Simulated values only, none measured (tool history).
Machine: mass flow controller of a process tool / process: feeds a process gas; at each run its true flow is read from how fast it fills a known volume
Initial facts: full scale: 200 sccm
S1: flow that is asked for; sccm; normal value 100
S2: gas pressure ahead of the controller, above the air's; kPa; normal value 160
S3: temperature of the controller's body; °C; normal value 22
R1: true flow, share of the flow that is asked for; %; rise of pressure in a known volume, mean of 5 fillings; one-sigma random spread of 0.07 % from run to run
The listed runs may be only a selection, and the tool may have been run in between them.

{"run": 1, "hour": 0.0, "S1": 100, "S2": 160, "S3": 22, "R1": 98.81}
{"run": 2, "hour": 71.9, "S1": 100, "S2": 160, "S3": 22, "R1": 98.81}
{"run": 3, "hour": 127.9, "S1": 100, "S2": 160, "S3": 22, "R1": 98.8}
{"run": 4, "hour": 200.6, "S1": 100, "S2": 160, "S3": 22, "R1": 98.85}
{"run": 5, "hour": 275.9, "S1": 100, "S2": 160, "S3": 22, "R1": 98.96}
{"run": 6, "hour": 351.4, "S1": 100, "S2": 245, "S3": 22, "R1": 98.36}
{"run": 7, "hour": 424.1, "S1": 100, "S2": 245, "S3": 22, "R1": 98.29}
{"run": 8, "hour": 499.4, "S1": 100, "S2": 160, "S3": 22, "R1": 98.82}
{"run": 9, "hour": 550.2, "S1": 100, "S2": 160, "S3": 35, "R1": 98.1}
{"run": 10, "hour": 602.2, "S1": 100, "S2": 160, "S3": 22, "R1": 98.97}
{"run": 11, "hour": 647.3, "S1": 100, "S2": 160, "S3": 21, "R1": 98.98}
{"run": 12, "hour": 678.7, "S1": 100, "S2": 160, "S3": 21, "R1": 98.9}
{"run": 13, "hour": 723.6, "S1": 100, "S2": 160, "S3": 21, "R1": 99.07}
{"run": 14, "hour": 793.6, "S1": 100, "S2": 160, "S3": 25, "R1": 98.64}
{"run": 15, "hour": 860.4, "S1": 100, "S2": 160, "S3": 22, "R1": 98.88}
{"run": 16, "hour": 918.8, "S1": 100, "S2": 160, "S3": 22, "R1": 98.86}
{"run": 17, "hour": 980.7, "S1": 47, "S2": 186, "S3": 39, "R1": 96.7}
{"run": 18, "hour": 1011.6, "S1": 100, "S2": 163, "S3": 22, "R1": 98.89}
{"run": 19, "hour": 1085.0, "S1": 22, "S2": 163, "S3": 22, "R1": 97.57}
{"run": 20, "hour": 1128.2, "S1": 22, "S2": 163, "S3": 22, "R1": 97.72}
{"run": 21, "hour": 1176.5, "S1": 22, "S2": 163, "S3": 22, "R1": 97.56}
{"run": 22, "hour": 1223.9, "S1": 100, "S2": 240, "S3": 36, "R1": 97.44}
{"run": 23, "hour": 1298.2, "S1": 100, "S2": 187, "S3": 21, "R1": 98.7}
{"run": 24, "hour": 1360.9, "S1": 26, "S2": 175, "S3": 22, "R1": 97.65}
{"run": 25, "hour": 1393.2, "S1": 26, "S2": 175, "S3": 22, "R1": 97.59}
{"run": 26, "hour": 1464.6, "S1": 185, "S2": 222, "S3": 22, "R1": 99.81}
{"run": 27, "hour": 1512.4, "S1": 185, "S2": 222, "S3": 22, "R1": 99.8}
{"run": 28, "hour": 1554.4, "S1": 20, "S2": 245, "S3": 34, "R1": 96.35}
{"run": 29, "hour": 1589.9, "S1": 85, "S2": 201, "S3": 37, "R1": 97.27}

What if the next run were any one of these 5? Each begins from the tool's condition after run 29:
{"run": "A", "hour": 1646.7, "S1": 85, "S2": 201, "S3": 28, "R1": "?"}
{"run": "B", "hour": 1646.7, "S1": 85, "S2": 163, "S3": 38, "R1": "?"}
{"run": "C", "hour": 1646.7, "S1": 166, "S2": 201, "S3": 37, "R1": "?"}
{"run": "D", "hour": 1646.7, "S1": 86, "S2": 190, "S3": 22, "R1": "?"}
{"run": "E", "hour": 1646.7, "S1": 135, "S2": 201, "S3": 37, "R1": "?"}

run=A R1=97.97
run=B R1=97.58
run=C R1=98.61
run=D R1=98.44
run=E R1=98.12
Take away the tool's hidden state, keep each run's random variation, and the runs would have read:
run=A R1=97.96
run=B R1=97.58
run=C R1=98.61
run=D R1=98.44
run=E R1=98.13
